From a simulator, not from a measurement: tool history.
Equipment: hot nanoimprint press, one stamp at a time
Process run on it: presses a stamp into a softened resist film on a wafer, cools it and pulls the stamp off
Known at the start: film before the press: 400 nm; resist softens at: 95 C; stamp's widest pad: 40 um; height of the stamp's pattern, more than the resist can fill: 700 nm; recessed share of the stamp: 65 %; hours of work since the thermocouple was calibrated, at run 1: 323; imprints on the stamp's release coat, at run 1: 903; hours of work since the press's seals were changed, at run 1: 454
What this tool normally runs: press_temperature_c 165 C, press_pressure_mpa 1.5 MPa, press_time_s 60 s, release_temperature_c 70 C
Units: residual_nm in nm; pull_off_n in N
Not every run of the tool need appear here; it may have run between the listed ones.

run,hour,press_temperature_c,press_pressure_mpa,press_time_s,release_temperature_c,hours of work since the thermocouple was calibrated,imprints on the stamp's release coat,hours of work since the press's seals were changed,residual_nm,pull_off_n
1,0,165,1.5,60,70,323,903,454,228.4,221
# hour 29.9: plate thermocouple calibrated
2,33,165,1.5,60,70,2,1032,476,220,225
3,51.8,165,1.5,60,70,17,1112,491,219,227
4,75.2,165,1.5,60,70,34,1213,508,219.3,232
5,100.9,169,1.5,60,70,54,1323,528,195.9,231
6,132.2,169,1.5,60,70,77,1458,551,195.4,248
# hour 168.7: press's hydraulic seals changed and the load cell set to zero
7,175.9,169,1.5,60,70,104,1611,5,192.8,255
8,207.1,169,1.5,60,70,128,1745,29,192.3,262
9,226.6,169,1.5,60,70,143,1829,44,193.2,267
10,264.7,165,1.5,60,72,171,1993,72,219,271
11,295.8,165,1.5,60,72,195,2126,96,222,274
12,325.8,165,1.5,60,72,217,2255,119,221.8,278
# hour 344.8: stamp cleaned and given a new release coat
13,360.7,165,1.45,60,72,239,68,140,223.7,174
14,389.9,165,1.5,60,70,261,194,163,223.4,182
15,426.6,165,1.5,60,70,289,351,190,223.3,194
16,452.8,177,1.5,60,70,309,464,210,154.1,200
17,491.4,177,1.5,60,70,338,630,239,155,203
# hour 503.6: plate thermocouple calibrated
18,510.8,168,1.97,60,70,5,700,252,170.8,206
19,539.7,172,1.48,60,70,27,824,273,176.4,207
20,567.9,156,1.48,54,78,49,946,295,292.1,180
21,606.1,160,2.15,99,76,77,1110,324,183.2,205
22,634,174,1.91,97,76,98,1230,345,122,206
23,670.9,174,1.4,60,70,126,1388,373,174,228

The next listed run, before its measurement:
24,704.4,174,1.01,88,76,152,1532,398,?,?

residual_nm: 181.1 nm
pull_off_n: 227 N
Had the tool carried no hidden state, the very same run would have given residual_nm 178.2 nm, pull_off_n 155 N.
